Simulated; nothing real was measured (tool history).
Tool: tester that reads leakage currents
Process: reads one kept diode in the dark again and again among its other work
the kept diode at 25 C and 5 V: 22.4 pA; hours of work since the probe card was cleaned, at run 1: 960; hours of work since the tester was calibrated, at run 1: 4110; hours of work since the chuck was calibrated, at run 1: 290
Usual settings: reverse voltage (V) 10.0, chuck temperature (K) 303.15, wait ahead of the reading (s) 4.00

| run | hour | reverse voltage (V) | chuck temperature (K) | wait ahead of the reading (s) | hours of work since the probe card was cleaned | hours of work since the tester was calibrated | hours of work since the chuck was calibrated | current that the tester gives (pA) |
|---|---|---|---|---|---|---|---|---|
| 1 | 0.0 | 10.0 | 303.15 | 4.00 | 960 | 4110 | 290 | 56.04 |
| 2 | 100.9 | 10.0 | 295.15 | 4.00 | 1038 | 4188 | 368 | 28.50 |
| 3 | 199.3 | 10.0 | 303.15 | 7.75 | 1114 | 4264 | 444 | 55.72 |
| 4 | 289.1 | 10.0 | 303.15 | 7.75 | 1183 | 4333 | 514 | 55.25 |
| 5 | 371.1 | 10.0 | 303.15 | 7.75 | 1246 | 4396 | 577 | 55.45 |
| 6 | 486.8 | 1.9 | 303.15 | 4.00 | 1335 | 4485 | 666 | 19.82 |
| 7 | 599.8 | 10.0 | 303.15 | 4.00 | 1423 | 4573 | 753 | 55.83 |
| 8 | 658.9 | 10.0 | 303.15 | 4.00 | 1468 | 4618 | 799 | 55.95 |
| 9 | 724.1 | 10.0 | 303.15 | 4.00 | 1519 | 4669 | 849 | 55.62 |
| 10 | 836.2 | 10.0 | 303.15 | 4.00 | 1605 | 4755 | 936 | 55.65 |
|  | 847.8 | probe card cleaned and baked |
|  | 849.8 | chuck's temperature calibrated |
| 11 | 947.5 | 10.0 | 303.15 | 4.00 | 75 | 4837 | 75 | 62.50 |
| 12 | 1081.8 | 10.0 | 303.15 | 0.44 | 179 | 4941 | 179 | 64.94 |
| 13 | 1172.8 | 10.0 | 303.15 | 0.44 | 249 | 5011 | 249 | 64.90 |
| 14 | 1228.6 | 10.0 | 303.15 | 1.97 | 292 | 5054 | 292 | 62.21 |
| 15 | 1347.6 | 10.0 | 303.15 | 1.97 | 384 | 5146 | 384 | 62.10 |
| 16 | 1416.6 | 10.0 | 303.15 | 1.94 | 437 | 5199 | 437 | 62.47 |
|  | 1459.7 | tester calibrated |
| 17 | 1487.1 | 10.0 | 303.15 | 1.94 | 490 | 21 | 490 | 64.41 |
| 18 | 1562.3 | 10.0 | 303.15 | 1.94 | 548 | 79 | 548 | 64.04 |
|  | 1602.0 | probe card cleaned and baked, once more |
| 19 | 1671.9 | 10.0 | 311.15 | 4.00 | 54 | 161 | 631 | 106.93 |
| 20 | 1773.5 | 10.6 | 311.15 | 1.47 | 132 | 240 | 709 | 110.86 |
| 21 | 1897.9 | 16.5 | 309.15 | 1.29 | 228 | 336 | 805 | 121.60 |
| 22 | 2013.0 | 5.5 | 309.15 | 1.29 | 317 | 425 | 894 | 62.48 |
|  | 2084.9 | chuck's temperature calibrated |
| 23 | 2091.7 | 5.5 | 309.15 | 1.29 | 376 | 484 | 5 | 66.30 |
| 24 | 2205.1 | 5.5 | 302.15 | 1.54 | 464 | 572 | 93 | 35.41 |
| 25 | 2297.4 | 5.5 | 302.15 | 1.54 | 535 | 643 | 164 | 35.26 |
| 26 | 2374.8 | 17.1 | 315.15 | 4.00 | 595 | 703 | 224 | 213.01 |
| 27 | 2443.5 | 17.1 | 315.15 | 4.00 | 648 | 756 | 277 | 212.38 |
| 28 | 2513.5 | 10.0 | 317.15 | 1.41 | 702 | 810 | 331 | 182.19 |
| 29 | 2606.5 | 10.0 | 317.15 | 1.41 | 774 | 881 | 403 | 180.94 |
| 30 | 2710.8 | 10.0 | 317.15 | 1.41 | 854 | 962 | 483 | 179.55 |
| 31 | 2774.6 | 10.0 | 317.15 | 1.41 | 904 | 1011 | 532 | 181.35 |
| 32 | 2839.0 | 10.0 | 317.15 | 1.41 | 953 | 1061 | 582 | 180.27 |
| 33 | 2972.4 | 4.9 | 301.15 | 4.00 | 1056 | 1164 | 685 | 29.81 |
| 34 | 3070.5 | 4.9 | 301.15 | 4.00 | 1132 | 1239 | 761 | 29.78 |
| 35 | 3188.8 | 4.9 | 301.15 | 4.00 | 1223 | 1331 | 852 | 29.67 |

Forecast each of these 4 alternatives for the next run:
| A | 3284.3 | 10.0 | 311.15 | 1.21 | 1297 | 1405 | 926 | ? |
| B | 3284.3 | 1.4 | 321.15 | 5.21 | 1297 | 1405 | 926 | ? |
| C | 3284.3 | 8.9 | 294.15 | 0.37 | 1297 | 1405 | 926 | ? |
| D | 3284.3 | 4.9 | 301.15 | 9.14 | 1297 | 1405 | 926 | ? |

| run | current that the tester gives (pA) |
|---|---|
| A | 107.92 |
| B | 74.91 |
| C | 27.77 |
| D | 29.63 |
Without the tool's hidden state the same runs would have given:
| run | current that the tester gives (pA) |
|---|---|
| A | 111.65 |
| B | 80.23 |
| C | 25.18 |
| D | 29.64 |
